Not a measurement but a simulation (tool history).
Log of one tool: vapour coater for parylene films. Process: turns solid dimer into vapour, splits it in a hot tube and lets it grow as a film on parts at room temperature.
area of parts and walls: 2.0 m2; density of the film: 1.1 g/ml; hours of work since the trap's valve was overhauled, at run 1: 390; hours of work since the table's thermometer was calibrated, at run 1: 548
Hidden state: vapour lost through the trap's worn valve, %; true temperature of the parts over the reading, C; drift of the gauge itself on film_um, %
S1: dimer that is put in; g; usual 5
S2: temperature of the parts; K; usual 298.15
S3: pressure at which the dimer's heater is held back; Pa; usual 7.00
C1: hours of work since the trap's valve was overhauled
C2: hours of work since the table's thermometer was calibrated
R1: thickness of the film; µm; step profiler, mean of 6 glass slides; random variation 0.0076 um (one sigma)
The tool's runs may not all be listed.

| run | hour | S1 | S2 | S3 | C1 | C2 | R1 |
|---|---|---|---|---|---|---|---|
| 1 | 0.0 | 5 | 298.15 | 7.00 | 390 | 548 | 1.154 |
| 2 | 22.4 | 5 | 298.15 | 7.00 | 401 | 559 | 1.140 |
| 3 | 41.0 | 5 | 297.15 | 7.00 | 411 | 569 | 1.185 |
| 4 | 56.4 | 5 | 297.15 | 7.00 | 419 | 577 | 1.171 |
| 5 | 70.6 | 5 | 297.15 | 7.00 | 426 | 584 | 1.175 |
| 6 | 86.1 | 5 | 297.15 | 7.00 | 434 | 592 | 1.173 |
| 7 | 99.3 | 5 | 297.15 | 7.00 | 441 | 599 | 1.168 |
| 8 | 116.2 | 5 | 298.15 | 7.00 | 450 | 608 | 1.144 |
| 9 | 137.9 | 5 | 298.15 | 7.00 | 461 | 619 | 1.111 |
| 10 | 165.1 | 4 | 298.15 | 7.00 | 475 | 633 | 0.901 |
| 11 | 177.0 | 4 | 298.15 | 7.00 | 481 | 639 | 0.905 |
| 12 | 203.3 | 4 | 298.15 | 7.00 | 495 | 653 | 0.916 |
| 13 | 227.5 | 5 | 298.15 | 8.92 | 507 | 665 | 1.061 |
| 14 | 246.4 | 5 | 298.15 | 7.00 | 517 | 675 | 1.121 |
| 15 | 262.2 | 5 | 298.15 | 7.00 | 525 | 683 | 1.134 |
| 16 | 282.7 | 5 | 298.15 | 7.00 | 536 | 694 | 1.135 |
| 17 | 302.2 | 5 | 298.15 | 7.00 | 546 | 704 | 1.131 |
| 18 | 320.6 | 4 | 298.15 | 7.00 | 556 | 713 | 0.895 |
| 19 | 340.5 | 6 | 298.15 | 7.00 | 566 | 724 | 1.348 |
|  | 364.9 | trap's valve overhauled |
| 20 | 364.9 | 6 | 300.15 | 5.10 | 0 | 734 | 1.510 |
| 21 | 390.8 | 5 | 295.15 | 7.00 | 13 | 748 | 1.346 |
| 22 | 410.8 | 8 | 301.15 | 7.00 | 24 | 758 | 1.827 |
| 23 | 436.6 | 7 | 301.15 | 2.87 | 37 | 771 | 1.944 |
| 24 | 451.1 | 7 | 301.15 | 2.87 | 45 | 779 | 1.952 |
| 25 | 463.0 | 2 | 298.15 | 2.75 | 51 | 785 | 0.597 |
| 26 | 478.2 | 2 | 298.15 | 2.75 | 59 | 793 | 0.608 |
| 27 | 496.2 | 6 | 305.15 | 2.97 | 68 | 802 | 1.477 |
| 28 | 510.4 | 6 | 307.15 | 6.70 | 75 | 809 | 1.170 |
| 29 | 537.0 | 6 | 307.15 | 6.70 | 89 | 823 | 1.167 |
| 30 | 555.1 | 9 | 295.15 | 2.53 | 98 | 833 | 3.014 |
| 31 | 572.7 | 8 | 294.15 | 7.00 | 107 | 842 | 2.180 |
| 32 | 599.1 | 3 | 301.15 | 7.00 | 121 | 855 | 0.664 |
| 33 | 616.1 | 4 | 301.15 | 7.00 | 130 | 864 | 0.882 |
| 34 | 640.0 | 4 | 296.15 | 7.00 | 142 | 876 | 1.019 |
| 35 | 655.1 | 2 | 293.15 | 2.05 | 150 | 884 | 0.731 |
| 36 | 667.0 | 2 | 292.15 | 7.48 | 156 | 890 | 0.560 |
| 37 | 691.4 | 6 | 297.15 | 3.94 | 169 | 903 | 1.701 |

4 ways to go on from here, each from the tool as it stands after run 37. What would each give?
| A | 711.6 | 5 | 298.15 | 2.04 | 179 | 913 | ? |
| B | 711.6 | 5 | 298.15 | 5.33 | 179 | 913 | ? |
| C | 711.6 | 6 | 294.15 | 3.39 | 179 | 913 | ? |
| D | 711.6 | 3 | 300.15 | 8.47 | 179 | 913 | ? |

| run | R1 |
|---|---|
| A | 1.587 |
| B | 1.295 |
| C | 1.903 |
| D | 0.666 |
Without the tool's hidden state the same runs would have given:
| run | R1 |
|---|---|
| A | 1.584 |
| B | 1.293 |
| C | 1.899 |
| D | 0.664 |
